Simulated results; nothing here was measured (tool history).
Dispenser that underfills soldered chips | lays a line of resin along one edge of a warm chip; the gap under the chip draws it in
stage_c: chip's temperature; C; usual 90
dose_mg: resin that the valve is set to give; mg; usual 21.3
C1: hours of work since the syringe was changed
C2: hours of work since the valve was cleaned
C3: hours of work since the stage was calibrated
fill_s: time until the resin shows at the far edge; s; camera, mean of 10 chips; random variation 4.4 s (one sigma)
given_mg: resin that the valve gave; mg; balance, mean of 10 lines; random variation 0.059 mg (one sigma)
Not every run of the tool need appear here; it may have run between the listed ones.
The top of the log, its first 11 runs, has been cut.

{"hour": 53.7, "done": "new syringe of resin"}
{"run": 12, "hour": 53.8, "stage_c": 90, "dose_mg": 21.3, "C1": 0, "C2": 27, "C3": 226, "fill_s": 462.5, "given_mg": 20.99}
{"run": 13, "hour": 60.5, "stage_c": 90, "dose_mg": 21.3, "C1": 5, "C2": 31, "C3": 230, "fill_s": 565.3, "given_mg": 21.01}
{"hour": 62.0, "done": "new syringe of resin"}
{"run": 14, "hour": 66.6, "stage_c": 90, "dose_mg": 21.3, "C1": 3, "C2": 36, "C3": 235, "fill_s": 535.9, "given_mg": 20.91}
{"hour": 70.5, "done": "new syringe of resin"}
{"run": 15, "hour": 70.5, "stage_c": 90, "dose_mg": 21.3, "C1": 0, "C2": 38, "C3": 237, "fill_s": 441.6, "given_mg": 20.94}
{"run": 16, "hour": 76.9, "stage_c": 90, "dose_mg": 21.3, "C1": 5, "C2": 43, "C3": 242, "fill_s": 550.7, "given_mg": 20.91}
{"hour": 78.9, "done": "new syringe of resin"}
{"run": 17, "hour": 80.9, "stage_c": 90, "dose_mg": 21.3, "C1": 1, "C2": 46, "C3": 245, "fill_s": 491.2, "given_mg": 20.81}
{"run": 18, "hour": 86.7, "stage_c": 90, "dose_mg": 21.3, "C1": 6, "C2": 50, "C3": 249, "fill_s": 577.7, "given_mg": 20.85}
{"hour": 87.4, "done": "new syringe of resin"}
{"run": 19, "hour": 93.4, "stage_c": 101, "dose_mg": 21.3, "C1": 4, "C2": 55, "C3": 254, "fill_s": 413, "given_mg": 20.67}
{"hour": 95.9, "done": "new syringe of resin"}
{"run": 20, "hour": 96.4, "stage_c": 97, "dose_mg": 22.2, "C1": 0, "C2": 57, "C3": 256, "fill_s": 375.7, "given_mg": 21.63}
{"run": 21, "hour": 99.7, "stage_c": 104, "dose_mg": 20.2, "C1": 3, "C2": 59, "C3": 258, "fill_s": 352.6, "given_mg": 19.73}
{"run": 22, "hour": 102.8, "stage_c": 100, "dose_mg": 23.5, "C1": 5, "C2": 62, "C3": 261, "fill_s": 435.9, "given_mg": 22.93}
{"hour": 104.5, "done": "new syringe of resin"}
{"run": 23, "hour": 108.7, "stage_c": 86, "dose_mg": 18.6, "C1": 3, "C2": 66, "C3": 265, "fill_s": 601.3, "given_mg": 18.06}
{"hour": 112.8, "done": "new syringe of resin"}
{"run": 24, "hour": 114.8, "stage_c": 86, "dose_mg": 18.6, "C1": 1, "C2": 70, "C3": 269, "fill_s": 564.8, "given_mg": 18}
{"run": 25, "hour": 118.7, "stage_c": 87, "dose_mg": 26.9, "C1": 4, "C2": 73, "C3": 272, "fill_s": 581.9, "given_mg": 26.17}
{"hour": 121.3, "done": "new syringe of resin"}
{"run": 26, "hour": 122.5, "stage_c": 94, "dose_mg": 26.3, "C1": 1, "C2": 76, "C3": 275, "fill_s": 420.6, "given_mg": 25.45}
{"run": 27, "hour": 126.3, "stage_c": 94, "dose_mg": 26.3, "C1": 4, "C2": 78, "C3": 277, "fill_s": 477.1, "given_mg": 25.27}
{"hour": 129.6, "done": "new syringe of resin"}
{"run": 28, "hour": 131.5, "stage_c": 88, "dose_mg": 18.6, "C1": 1, "C2": 82, "C3": 281, "fill_s": 528, "given_mg": 17.97}
{"hour": 138.2, "done": "new syringe of resin"}
{"run": 29, "hour": 138.4, "stage_c": 88, "dose_mg": 18.6, "C1": 0, "C2": 87, "C3": 286, "fill_s": 493.1, "given_mg": 17.95}
{"run": 30, "hour": 142.2, "stage_c": 88, "dose_mg": 18.6, "C1": 3, "C2": 90, "C3": 289, "fill_s": 561.4, "given_mg": 17.9}
{"hour": 146.6, "done": "new syringe of resin"}
{"run": 31, "hour": 147.7, "stage_c": 81, "dose_mg": 24.7, "C1": 1, "C2": 94, "C3": 293, "fill_s": 607.1, "given_mg": 23.62}
{"run": 32, "hour": 151.6, "stage_c": 81, "dose_mg": 24.7, "C1": 4, "C2": 97, "C3": 296, "fill_s": 710.7, "given_mg": 23.7}
{"run": 33, "hour": 154.4, "stage_c": 76, "dose_mg": 23.3, "C1": 6, "C2": 99, "C3": 298, "fill_s": 883.9, "given_mg": 22.31}
{"hour": 155.2, "done": "new syringe of resin"}
{"hour": 157.7, "done": "dispensing valve cleaned and set on the balance"}
{"run": 34, "hour": 161.9, "stage_c": 88, "dose_mg": 25, "C1": 4, "C2": 3, "C3": 302, "fill_s": 579, "given_mg": 24.81}
{"hour": 164.5, "done": "stage's temperature calibrated"}
{"hour": 165.9, "done": "new syringe of resin"}
{"run": 35, "hour": 169.6, "stage_c": 87, "dose_mg": 26.4, "C1": 3, "C2": 8, "C3": 4, "fill_s": 533.9, "given_mg": 26.26}

Below are 4 alternative next runs, each starting from the tool's condition after run 35. Predict each:
{"run": "A", "hour": 173.2, "stage_c": 104, "dose_mg": 22.8, "C1": 5, "C2": 11, "C3": 6, "fill_s": "?", "given_mg": "?"}
{"run": "B", "hour": 173.2, "stage_c": 81, "dose_mg": 20.5, "C1": 5, "C2": 11, "C3": 6, "fill_s": "?", "given_mg": "?"}
{"run": "C", "hour": 173.2, "stage_c": 90, "dose_mg": 18.6, "C1": 5, "C2": 11, "C3": 6, "fill_s": "?", "given_mg": "?"}
{"run": "D", "hour": 173.2, "stage_c": 87, "dose_mg": 24.5, "C1": 5, "C2": 11, "C3": 6, "fill_s": "?", "given_mg": "?"}

run=A fill_s=380.9 given_mg=22.6
run=B fill_s=728 given_mg=20.35
run=C fill_s=574.8 given_mg=18.5
run=D fill_s=602.2 given_mg=24.4
Without the tool's hidden state the same runs would have given:
run=A fill_s=297.2 given_mg=22.73
run=B fill_s=567.4 given_mg=20.47
run=C fill_s=447.9 given_mg=18.61
run=D fill_s=469.8 given_mg=24.55
